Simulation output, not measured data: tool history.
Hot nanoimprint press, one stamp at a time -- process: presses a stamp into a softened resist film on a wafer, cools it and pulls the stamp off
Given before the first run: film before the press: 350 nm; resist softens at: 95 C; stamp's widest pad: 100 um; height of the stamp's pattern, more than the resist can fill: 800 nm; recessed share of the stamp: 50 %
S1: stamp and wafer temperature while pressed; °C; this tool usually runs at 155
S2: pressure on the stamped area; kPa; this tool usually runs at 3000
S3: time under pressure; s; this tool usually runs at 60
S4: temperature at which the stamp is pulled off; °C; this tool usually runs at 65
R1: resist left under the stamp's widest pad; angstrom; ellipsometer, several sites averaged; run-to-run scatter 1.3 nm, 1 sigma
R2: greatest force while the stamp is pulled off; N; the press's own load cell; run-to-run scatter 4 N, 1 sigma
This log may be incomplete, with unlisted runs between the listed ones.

run,day,S1,S2,S3,S4,R1,R2
1,0.000,155,3000,60,65,1930,203
2,2.462,155,3000,60,61,1952,236
3,5.058,155,3000,60,61,1925,239
4,7.392,155,3000,60,61,1929,242
# day 9.058: stamp cleaned and given a new release coat
5,9.238,155,3000,60,61,1881,209
6,10.475,155,3000,60,65,1880,193
7,12.183,155,3000,60,65,1894,203
8,14.696,155,3000,60,65,1879,199
9,17.375,155,3000,60,65,1821,210
10,19.875,155,3000,60,65,1846,211
# day 20.138: plate thermocouple calibrated
11,22.621,155,3000,60,65,1797,211
# day 23.588: stamp cleaned and given a new release coat
# day 25.042: plate thermocouple calibrated, once more
12,25.329,155,3000,60,65,2031,190
13,27.217,155,3000,60,65,2036,189
14,29.862,155,3000,60,65,1982,210
15,32.375,155,3000,60,65,1973,218
16,34.100,149,3000,60,65,2563,220
17,36.433,155,2190,120,59,1737,263

What will run 18 give?
# day 38.125: stamp cleaned and given a new release coat
18,38.371,155,2190,71,68,?,?

{"run 18": {"R1": 2032, "R2": 184}}
On a tool with no hidden condition, and with the same random variation, this run would have come out at R1 2096 angstrom, R2 188 N.
